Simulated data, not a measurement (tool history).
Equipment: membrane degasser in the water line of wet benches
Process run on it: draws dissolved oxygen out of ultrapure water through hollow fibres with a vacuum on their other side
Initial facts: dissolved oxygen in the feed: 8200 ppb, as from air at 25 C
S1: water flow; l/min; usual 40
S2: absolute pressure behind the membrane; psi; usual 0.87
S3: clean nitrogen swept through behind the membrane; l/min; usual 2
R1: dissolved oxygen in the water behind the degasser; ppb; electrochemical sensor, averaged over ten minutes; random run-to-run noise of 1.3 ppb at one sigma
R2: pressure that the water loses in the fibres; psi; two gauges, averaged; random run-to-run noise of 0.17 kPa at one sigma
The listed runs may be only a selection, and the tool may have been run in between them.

| run | day | S1 | S2 | S3 | R1 | R2 |
|---|---|---|---|---|---|---|
| 1 | 0 | 40 | 0.87 | 2 | 130.2 | 4.371 |
| 2 | 6.642 | 40 | 0.87 | 2 | 128.9 | 4.366 |
| 3 | 17.375 | 40 | 0.87 | 2 | 132.4 | 4.395 |
| 4 | 27.467 | 40 | 0.87 | 2 | 130.6 | 4.431 |
| 5 | 34.117 | 40 | 0.87 | 2 | 133.8 | 4.373 |
| 6 | 40.975 | 40 | 0.87 | 2 | 135.3 | 4.415 |
| 7 | 52.075 | 40 | 0.87 | 2 | 134.9 | 4.384 |
| 8 | 63.321 | 40 | 0.87 | 2 | 140 | 4.435 |
| 9 | 74.179 | 40 | 0.87 | 4.2 | 74.4 | 4.458 |
| 10 | 80.271 | 40 | 0.87 | 1.11 | 221 | 4.443 |
| 11 | 86.938 | 40 | 0.87 | 4.47 | 69.2 | 4.498 |
| 12 | 99.538 | 40 | 0.87 | 0.9 | 261.6 | 4.53 |
| 13 | 106.821 | 40 | 1.273 | 2 | 260.9 | 4.524 |
| 14 | 117.867 | 40 | 1.273 | 2 | 263.1 | 4.511 |
| 15 | 129.117 | 40 | 0.87 | 5.41 | 60.3 | 4.492 |
| 16 | 137.438 | 40 | 0.87 | 5.41 | 60.6 | 4.635 |
| 17 | 151.496 | 40 | 1.607 | 2 | 356.9 | 4.554 |
| 18 | 161.975 | 27 | 0.935 | 2 | 110.6 | 3.069 |
| 19 | 168.162 | 27 | 0.935 | 2.44 | 93.2 | 3.104 |
| 20 | 182.017 | 56 | 1.514 | 2 | 478.1 | 6.438 |
| 21 | 194.712 | 30 | 0.914 | 1 | 215.3 | 3.107 |
| 22 | 205.208 | 30 | 2.164 | 2.27 | 358.7 | 3.139 |
| 23 | 211.825 | 30 | 2.164 | 2.27 | 360.1 | 3.091 |
| 24 | 220.804 | 30 | 2.164 | 1.44 | 522.2 | 3.12 |
| 25 | 231.658 | 30 | 2.164 | 1.44 | 516.5 | 3.117 |
| 26 | 241.633 | 40 | 1.421 | 1.34 | 402.8 | 4.187 |
| 27 | 250.058 | 55 | 0.637 | 1.38 | 112.4 | 5.787 |
| 28 | 263.354 | 47 | 0.819 | 1.45 | 172.8 | 4.982 |
| 29 | 271.225 | 47 | 0.819 | 1.45 | 176.4 | 5.024 |
| 30 | 282.962 | 47 | 0.819 | 1.45 | 176 | 4.976 |
| 31 | 291.288 | 35 | 0.819 | 1.45 | 130.8 | 3.696 |

Taken out of this log: 3 entries between the listed runs. Where each belongs, and how the hidden state differs across it:
Runs 12 to 13: seals of the vacuum lines changed (day 102.046)
  membrane still open, %: 91.7 -> 91.5; true pressure behind the membrane over the reading, kPa: 0.21 -> 0.22; air that leaks in behind the membrane, l/min: 0.0306 -> 0.002
  measured value less the no-hidden-state value, R1: +20.1 -> +12.3 ppb; R2: +0.374 -> +0.387 psi
Runs 20 to 21: membrane cartridge changed (day 189.542)
  membrane still open, %: 89.1 -> 99.8; true pressure behind the membrane over the reading, kPa: 0.35 -> 0.36; air that leaks in behind the membrane, l/min: 0.0112 -> 0.0128
  measured value less the no-hidden-state value, R1: +36.4 -> +22.7 ppb; R2: +0.705 -> +0.004 psi
Runs 23 to 24: vacuum gauge calibrated (day 220.804)
  membrane still open, %: 99.3 -> 99; true pressure behind the membrane over the reading, kPa: 0.39 -> -0.04; air that leaks in behind the membrane, l/min: 0.015 -> 0.0162
  measured value less the no-hidden-state value, R1: +14.5 -> +2.1 ppb; R2: +0.022 -> +0.03 psi
